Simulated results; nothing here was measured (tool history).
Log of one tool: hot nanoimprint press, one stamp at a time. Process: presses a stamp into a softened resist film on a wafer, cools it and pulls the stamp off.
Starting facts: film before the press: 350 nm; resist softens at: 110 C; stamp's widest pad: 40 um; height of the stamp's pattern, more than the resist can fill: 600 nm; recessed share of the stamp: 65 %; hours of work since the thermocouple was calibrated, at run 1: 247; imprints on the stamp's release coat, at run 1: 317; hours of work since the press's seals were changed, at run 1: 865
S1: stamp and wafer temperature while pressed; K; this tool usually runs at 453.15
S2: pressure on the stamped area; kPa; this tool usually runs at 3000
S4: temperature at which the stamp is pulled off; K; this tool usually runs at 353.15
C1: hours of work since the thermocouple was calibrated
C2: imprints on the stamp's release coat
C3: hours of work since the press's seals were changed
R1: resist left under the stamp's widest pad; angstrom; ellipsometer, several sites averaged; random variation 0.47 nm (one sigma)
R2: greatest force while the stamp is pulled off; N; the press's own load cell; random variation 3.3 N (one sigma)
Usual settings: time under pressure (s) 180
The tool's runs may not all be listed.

run 1 hour=0.0 | S1=453.15 S2=3000 time_under_pressure_(s)=180 S4=353.15 | C1=247 C2=317 C3=865 | R1=1732 R2=216
run 2 hour=19.0 | S1=453.15 S2=3000 time_under_pressure_(s)=180 S4=353.15 | C1=262 C2=393 C3=880 | R1=1724 R2=210
run 3 hour=44.8 | S1=453.15 S2=3000 time_under_pressure_(s)=180 S4=353.15 | C1=281 C2=497 C3=899 | R1=1731 R2=220
run 4 hour=58.0 | S1=453.15 S2=4290 time_under_pressure_(s)=180 S4=353.15 | C1=291 C2=550 C3=909 | R1=1462 R2=223
run 5 hour=84.4 | S1=453.15 S2=4290 time_under_pressure_(s)=180 S4=353.15 | C1=311 C2=657 C3=929 | R1=1461 R2=221
run 6 hour=108.9 | S1=453.15 S2=4290 time_under_pressure_(s)=180 S4=353.15 | C1=329 C2=755 C3=947 | R1=1460 R2=218
run 7 hour=132.6 | S1=453.15 S2=3000 time_under_pressure_(s)=234 S4=353.15 | C1=347 C2=851 C3=965 | R1=1575 R2=218
-- hour=147.5 stamp cleaned and given a new release coat
run 8 hour=159.1 | S1=453.15 S2=3000 time_under_pressure_(s)=234 S4=353.15 | C1=362 C2=46 C3=980 | R1=1573 R2=223
-- hour=179.0 press's hydraulic seals changed and the load cell set to zero
run 9 hour=195.7 | S1=453.15 S2=3000 time_under_pressure_(s)=180 S4=353.15 | C1=383 C2=161 C3=13 | R1=1732 R2=219
run 10 hour=208.1 | S1=453.15 S2=3000 time_under_pressure_(s)=180 S4=353.15 | C1=393 C2=211 C3=22 | R1=1732 R2=208
run 11 hour=233.3 | S1=453.15 S2=3000 time_under_pressure_(s)=188 S4=353.15 | C1=411 C2=312 C3=41 | R1=1716 R2=221
run 12 hour=256.6 | S1=453.15 S2=3000 time_under_pressure_(s)=188 S4=353.15 | C1=429 C2=406 C3=58 | R1=1708 R2=220
run 13 hour=271.5 | S1=453.15 S2=3000 time_under_pressure_(s)=180 S4=347.15 | C1=440 C2=466 C3=69 | R1=1737 R2=238
run 14 hour=298.9 | S1=453.15 S2=3000 time_under_pressure_(s)=180 S4=353.15 | C1=460 C2=577 C3=90 | R1=1745 R2=221
run 15 hour=313.9 | S1=453.15 S2=3000 time_under_pressure_(s)=180 S4=353.15 | C1=472 C2=637 C3=101 | R1=1750 R2=224
run 16 hour=327.8 | S1=453.15 S2=3000 time_under_pressure_(s)=180 S4=353.15 | C1=482 C2=693 C3=111 | R1=1741 R2=220
run 17 hour=351.5 | S1=442.15 S2=3000 time_under_pressure_(s)=101 S4=353.15 | C1=500 C2=788 C3=129 | R1=2963 R2=218
-- hour=381.8 stamp cleaned and given a new release coat
run 18 hour=381.8 | S1=442.15 S2=3000 time_under_pressure_(s)=101 S4=353.15 | C1=518 C2=0 C3=147 | R1=2970 R2=213
-- hour=402.4 plate thermocouple calibrated
run 19 hour=411.0 | S1=444.15 S2=2050 time_under_pressure_(s)=194 S4=359.15 | C1=6 C2=105 C3=167 | R1=2748 R2=195
run 20 hour=431.4 | S1=453.15 S2=3000 time_under_pressure_(s)=180 S4=343.15 | C1=22 C2=188 C3=182 | R1=1753 R2=249
run 21 hour=453.3 | S1=453.15 S2=3000 time_under_pressure_(s)=180 S4=343.15 | C1=38 C2=276 C3=198 | R1=1748 R2=240
run 22 hour=475.3 | S1=453.15 S2=3000 time_under_pressure_(s)=180 S4=343.15 | C1=55 C2=364 C3=215 | R1=1753 R2=253
run 23 hour=497.3 | S1=449.15 S2=1860 time_under_pressure_(s)=180 S4=343.15 | C1=71 C2=453 C3=231 | R1=2463 R2=254
run 24 hour=516.8 | S1=449.15 S2=1860 time_under_pressure_(s)=180 S4=343.15 | C1=86 C2=531 C3=246 | R1=2474 R2=246
run 25 hour=535.7 | S1=444.15 S2=3000 time_under_pressure_(s)=324 S4=353.15 | C1=100 C2=608 C3=260 | R1=2156 R2=222
run 26 hour=560.7 | S1=444.15 S2=3000 time_under_pressure_(s)=324 S4=353.15 | C1=118 C2=708 C3=279 | R1=2159 R2=216
run 27 hour=586.9 | S1=453.15 S2=3000 time_under_pressure_(s)=151 S4=353.15 | C1=138 C2=813 C3=298 | R1=1871 R2=220
-- hour=610.6 stamp cleaned and given a new release coat
run 28 hour=610.9 | S1=453.15 S2=2420 time_under_pressure_(s)=198 S4=353.15 | C1=151 C2=1 C3=312 | R1=1884 R2=217
run 29 hour=632.4 | S1=453.15 S2=2420 time_under_pressure_(s)=198 S4=353.15 | C1=168 C2=88 C3=328 | R1=1870 R2=217

What differs in the tool's unlogged condition from the final listed run ahead of each entry between runs to the first listed run following it?
After run 7, before run 8: stamp cleaned and given a new release coat (hour 147.5)
  pressure that arrives at the usual setting, %: 99.86 -> 99.85; grip of the stamp's worn release coat, % over a new coat's: 0.9 -> 0; drift of the gauge itself on residual_nm, %: 0.47 -> 0.54
  measured value less the no-hidden-state value, R1: +6 -> +6 angstrom
After run 8, before run 9: press's hydraulic seals changed and the load cell set to zero (hour 179.0)
  pressure that arrives at the usual setting, %: 99.85 -> 100.01; grip of the stamp's worn release coat, % over a new coat's: 0 -> 0.2; drift of the gauge itself on residual_nm, %: 0.54 -> 0.64
  measured value less the no-hidden-state value, R1: +6 -> +8 angstrom
After run 17, before run 18: stamp cleaned and given a new release coat (hour 381.8)
  pressure that arrives at the usual setting, %: 100 -> 99.99; grip of the stamp's worn release coat, % over a new coat's: 0.8 -> 0; drift of the gauge itself on residual_nm, %: 1.18 -> 1.27
  measured value less the no-hidden-state value, R1: +31 -> +34 angstrom
After run 18, before run 19: plate thermocouple calibrated (hour 402.4)
  true temperature over the reading, C: 0.05 -> 0; grip of the stamp's worn release coat, % over a new coat's: 0 -> 0.1; drift of the gauge itself on residual_nm, %: 1.27 -> 1.36
  measured value less the no-hidden-state value, R1: +34 -> +37 angstrom
After run 27, before run 28: stamp cleaned and given a new release coat (hour 610.6)
  grip of the stamp's worn release coat, % over a new coat's: 0.9 -> 0; drift of the gauge itself on residual_nm, %: 1.98 -> 2.04
  measured value less the no-hidden-state value, R1: +36 -> +37 angstrom
